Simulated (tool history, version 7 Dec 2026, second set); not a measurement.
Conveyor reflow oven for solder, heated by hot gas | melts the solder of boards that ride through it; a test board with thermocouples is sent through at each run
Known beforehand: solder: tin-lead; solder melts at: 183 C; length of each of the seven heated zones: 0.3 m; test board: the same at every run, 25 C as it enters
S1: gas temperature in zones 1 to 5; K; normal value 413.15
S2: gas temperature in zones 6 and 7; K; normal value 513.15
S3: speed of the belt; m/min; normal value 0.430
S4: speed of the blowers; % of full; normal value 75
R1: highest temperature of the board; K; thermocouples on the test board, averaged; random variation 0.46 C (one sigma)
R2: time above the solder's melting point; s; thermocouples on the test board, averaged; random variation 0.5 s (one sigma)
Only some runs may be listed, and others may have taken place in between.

{"run": 1, "hour": 0.0, "S1": 413.15, "S2": 513.15, "S3": 0.43, "S4": 75, "R1": 497.95, "R2": 70.5}
{"run": 2, "hour": 53.6, "S1": 413.15, "S2": 513.15, "S3": 0.43, "S4": 75, "R1": 498.45, "R2": 70.8}
{"run": 3, "hour": 96.8, "S1": 413.15, "S2": 513.15, "S3": 0.43, "S4": 75, "R1": 498.05, "R2": 71.1}
{"run": 4, "hour": 131.4, "S1": 413.15, "S2": 513.15, "S3": 0.43, "S4": 75, "R1": 498.25, "R2": 70.2}
{"run": 5, "hour": 172.5, "S1": 413.15, "S2": 513.15, "S3": 0.43, "S4": 75, "R1": 499.35, "R2": 70.0}
{"run": 6, "hour": 212.7, "S1": 413.15, "S2": 513.15, "S3": 0.43, "S4": 65, "R1": 497.35, "R2": 70.1}
{"run": 7, "hour": 256.4, "S1": 413.15, "S2": 513.15, "S3": 0.43, "S4": 75, "R1": 499.75, "R2": 70.6}
{"run": 8, "hour": 310.8, "S1": 413.15, "S2": 505.15, "S3": 0.43, "S4": 75, "R1": 492.75, "R2": 65.9}
{"run": 9, "hour": 351.3, "S1": 413.15, "S2": 505.15, "S3": 0.43, "S4": 75, "R1": 492.65, "R2": 66.9}
{"run": 10, "hour": 382.9, "S1": 413.15, "S2": 512.15, "S3": 0.43, "S4": 75, "R1": 498.95, "R2": 70.6}
{"run": 11, "hour": 412.4, "S1": 413.15, "S2": 512.15, "S3": 0.43, "S4": 75, "R1": 498.55, "R2": 70.0}
{"run": 12, "hour": 445.8, "S1": 413.15, "S2": 512.15, "S3": 0.43, "S4": 75, "R1": 498.35, "R2": 69.5}
{"run": 13, "hour": 496.8, "S1": 413.15, "S2": 512.15, "S3": 0.43, "S4": 75, "R1": 499.85, "R2": 71.3}
{"run": 14, "hour": 531.3, "S1": 413.15, "S2": 513.15, "S3": 0.43, "S4": 75, "R1": 499.55, "R2": 72.9}
{"run": 15, "hour": 585.7, "S1": 413.15, "S2": 513.15, "S3": 0.43, "S4": 75, "R1": 500.15, "R2": 71.6}
{"run": 16, "hour": 633.1, "S1": 413.15, "S2": 513.15, "S3": 0.432, "S4": 75, "R1": 500.85, "R2": 71.5}
{"run": 17, "hour": 662.1, "S1": 413.15, "S2": 513.15, "S3": 0.432, "S4": 75, "R1": 499.15, "R2": 71.9}
{"run": 18, "hour": 700.1, "S1": 413.15, "S2": 518.15, "S3": 0.43, "S4": 75, "R1": 505.45, "R2": 74.4}
{"run": 19, "hour": 757.7, "S1": 413.15, "S2": 518.15, "S3": 0.43, "S4": 75, "R1": 504.75, "R2": 75.2}
{"run": 20, "hour": 822.4, "S1": 424.15, "S2": 515.15, "S3": 0.389, "S4": 72, "R1": 506.25, "R2": 88.7}
{"run": 21, "hour": 879.0, "S1": 424.15, "S2": 515.15, "S3": 0.389, "S4": 72, "R1": 506.55, "R2": 88.4}
{"run": 22, "hour": 908.5, "S1": 421.15, "S2": 525.15, "S3": 0.353, "S4": 75, "R1": 517.35, "R2": 100.6}
{"run": 23, "hour": 964.8, "S1": 421.15, "S2": 525.15, "S3": 0.353, "S4": 75, "R1": 517.95, "R2": 101.0}
{"run": 24, "hour": 997.4, "S1": 420.15, "S2": 525.15, "S3": 0.471, "S4": 79, "R1": 509.35, "R2": 71.5}
{"run": 25, "hour": 1052.2, "S1": 404.15, "S2": 513.15, "S3": 0.453, "S4": 58, "R1": 493.35, "R2": 59.2}
{"run": 26, "hour": 1106.7, "S1": 404.15, "S2": 513.15, "S3": 0.453, "S4": 58, "R1": 493.65, "R2": 58.1}
{"run": 27, "hour": 1165.6, "S1": 404.15, "S2": 513.15, "S3": 0.453, "S4": 58, "R1": 494.55, "R2": 59.9}
{"run": 28, "hour": 1219.3, "S1": 413.15, "S2": 508.15, "S3": 0.43, "S4": 75, "R1": 496.75, "R2": 69.7}
{"run": 29, "hour": 1272.1, "S1": 413.15, "S2": 513.15, "S3": 0.356, "S4": 75, "R1": 506.95, "R2": 91.3}
{"run": 30, "hour": 1329.0, "S1": 413.15, "S2": 513.15, "S3": 0.356, "S4": 75, "R1": 506.05, "R2": 90.9}
{"run": 31, "hour": 1360.6, "S1": 413.15, "S2": 520.15, "S3": 0.478, "S4": 75, "R1": 503.45, "R2": 66.7}

Put back what was entered between runs (5 entries, withheld): which listed runs does each sit between, and how does the hidden state differ from the listed run before to the listed run after?
In the gap between runs 4 and 5: flux residue cleaned out of gas plates and filters (hour 148.5)
  heat that the gas passes to the board, % of a clean oven's: 96.8 -> 99.2; belt's true speed, % of the reading: 99.27 -> 99.21; true gas temperature in zones 6 and 7 over the reading, C: 0.32 -> 0.4
  the result without the hidden state subtracted from the measured one, R1: -0.30 -> +0.40 K; R2: +0.3 -> +0.8 s
In the gap between runs 12 and 13: flux residue cleaned out of gas plates and filters (hour 484.6)
  heat that the gas passes to the board, % of a clean oven's: 96.7 -> 99.4; belt's true speed, % of the reading: 98.72 -> 98.64; true gas temperature in zones 6 and 7 over the reading, C: 0.98 -> 1.07
  the result without the hidden state subtracted from the measured one, R1: +0.50 -> +1.20 K; R2: +1.1 -> +1.8 s
In the gap between runs 19 and 20: flux residue cleaned out of gas plates and filters (hour 821.0)
  heat that the gas passes to the board, % of a clean oven's: 97.1 -> 99.6; belt's true speed, % of the reading: 98.18 -> 98.08; true gas temperature in zones 6 and 7 over the reading, C: 1.64 -> 1.76
  the result without the hidden state subtracted from the measured one, R1: +1.40 -> +2.00 K; R2: +2.1 -> +2.8 s
In the gap between runs 21 and 22: belt drive overhauled, speed set with a stopwatch (hour 895.2)
  heat that the gas passes to the board, % of a clean oven's: 99.1 -> 98.9; belt's true speed, % of the reading: 97.98 -> 99.93; true gas temperature in zones 6 and 7 over the reading, C: 1.89 -> 1.95
  the result without the hidden state subtracted from the measured one, R1: +2.00 -> +1.70 K; R2: +2.9 -> +0.8 s
In the gap between runs 26 and 27: flux residue cleaned out of gas plates and filters (hour 1160.2)
  heat that the gas passes to the board, % of a clean oven's: 97.1 -> 99.4; belt's true speed, % of the reading: 99.58 -> 99.49; true gas temperature in zones 6 and 7 over the reading, C: 2.39 -> 2.5
  the result without the hidden state subtracted from the measured one, R1: +1.40 -> +2.20 K; R2: +1.3 -> +2.0 s
